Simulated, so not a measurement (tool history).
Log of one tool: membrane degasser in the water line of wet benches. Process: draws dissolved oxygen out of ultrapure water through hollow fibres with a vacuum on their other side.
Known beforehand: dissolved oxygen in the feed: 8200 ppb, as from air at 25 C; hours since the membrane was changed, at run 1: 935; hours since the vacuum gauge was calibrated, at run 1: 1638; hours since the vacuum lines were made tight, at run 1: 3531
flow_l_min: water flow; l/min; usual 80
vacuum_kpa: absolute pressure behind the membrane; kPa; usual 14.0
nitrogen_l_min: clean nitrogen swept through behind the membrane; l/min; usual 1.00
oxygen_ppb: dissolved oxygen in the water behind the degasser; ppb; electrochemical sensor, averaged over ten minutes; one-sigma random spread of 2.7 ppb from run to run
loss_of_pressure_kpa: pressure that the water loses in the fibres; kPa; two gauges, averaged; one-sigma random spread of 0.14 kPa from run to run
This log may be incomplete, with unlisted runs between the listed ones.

run,hour,flow_l_min,vacuum_kpa,nitrogen_l_min,hours since the membrane was changed,hours since the vacuum gauge was calibrated,hours since the vacuum lines were made tight,oxygen_ppb,loss_of_pressure_kpa
1,0.0,80,14.0,1.00,935,1638,3531,1375.7,37.27
2,39.5,80,14.0,1.00,975,1678,3570,1366.9,37.08
3,79.2,80,14.0,1.00,1014,1718,3610,1376.1,36.88
4,128.6,80,24.2,1.00,1064,1767,3659,2313.5,36.94
5,179.6,80,24.2,1.00,1115,1818,3710,2314.1,36.81
6,228.7,80,24.2,1.00,1164,1867,3759,2297.0,36.99
7,269.2,80,24.2,1.00,1204,1908,3800,2310.7,36.95
8,326.1,80,20.4,1.00,1261,1965,3857,1986.0,36.87
9,353.7,80,14.0,1.00,1289,1992,3884,1376.5,37.05
10,403.7,80,14.0,1.00,1339,2042,3934,1380.1,37.17
11,432.0,80,14.0,1.00,1367,2070,3963,1382.5,37.00
12,459.6,80,14.0,1.00,1395,2098,3990,1377.9,36.95
13,500.1,80,14.0,0.83,1435,2139,4031,1529.0,36.87
14,539.2,80,14.0,0.41,1474,2178,4070,2142.7,37.25
15,570.8,80,20.7,1.00,1506,2209,4102,2011.0,37.05
16,608.1,80,20.7,1.00,1543,2247,4139,2017.6,37.01
17,654.9,73,22.0,1.58,1590,2293,4186,1527.4,33.93
18,703.4,114,12.0,1.46,1639,2342,4234,1205.8,52.92
19,732.7,52,16.1,0.78,1668,2371,4263,1393.2,24.21
20,760.8,83,16.1,1.98,1696,2399,4292,1073.9,38.59
21,806.7,80,10.4,0.66,1742,2445,4337,1241.6,36.94
22,842.1,80,10.4,0.66,1777,2481,4373,1244.9,37.10
23,888.2,80,10.4,0.66,1823,2527,4419,1244.0,37.28
24,925.6,80,10.4,0.66,1861,2564,4456,1243.2,37.38
25,968.9,52,10.2,0.74,1904,2607,4500,858.3,24.25
26,996.4,75,18.8,0.88,1932,2635,4527,1907.1,34.75
27,1052.0,88,22.3,0.66,1987,2690,4583,2804.2,40.81
28,1093.5,117,22.3,0.61,2029,2732,4624,3307.3,54.58
29,1119.3,112,10.4,1.39,2054,2758,4650,1055.8,52.35
30,1168.0,119,34.2,1.60,2103,2806,4699,2983.2,55.27
31,1193.7,118,24.6,0.74,2129,2832,4724,3327.1,54.78
32,1225.1,109,14.0,1.94,2160,2864,4756,1170.6,50.79

The logged runs with the hidden state left out (each run's random variation unchanged):
Hidden conditions of the tool in this case: membrane still open, %; true pressure behind the membrane over the reading, kPa; air that leaks in behind the membrane, l/min; drift of the gauge itself on oxygen_ppb, %; drift of the gauge itself on loss_of_pressure_kpa, %.
run,oxygen_ppb,loss_of_pressure_kpa
1,1361.9,37.06
2,1352.8,36.86
3,1361.5,36.65
4,2302.8,36.70
5,2303.1,36.56
6,2285.7,36.72
7,2299.1,36.68
8,1972.6,36.58
9,1359.4,36.75
10,1362.5,36.87
11,1364.6,36.69
12,1359.8,36.63
13,1510.8,36.54
14,2129.4,36.91
15,1995.7,36.70
16,2001.9,36.66
17,1510.9,33.59
18,1181.6,52.39
19,1376.4,23.96
20,1055.6,38.18
21,1215.7,36.54
22,1218.5,36.69
23,1217.1,36.86
24,1215.9,36.95
25,835.9,23.96
26,1888.3,34.33
27,2791.1,40.30
28,3295.1,53.90
29,1025.4,51.68
30,2965.3,54.54
31,3313.1,54.05
32,1144.4,50.11

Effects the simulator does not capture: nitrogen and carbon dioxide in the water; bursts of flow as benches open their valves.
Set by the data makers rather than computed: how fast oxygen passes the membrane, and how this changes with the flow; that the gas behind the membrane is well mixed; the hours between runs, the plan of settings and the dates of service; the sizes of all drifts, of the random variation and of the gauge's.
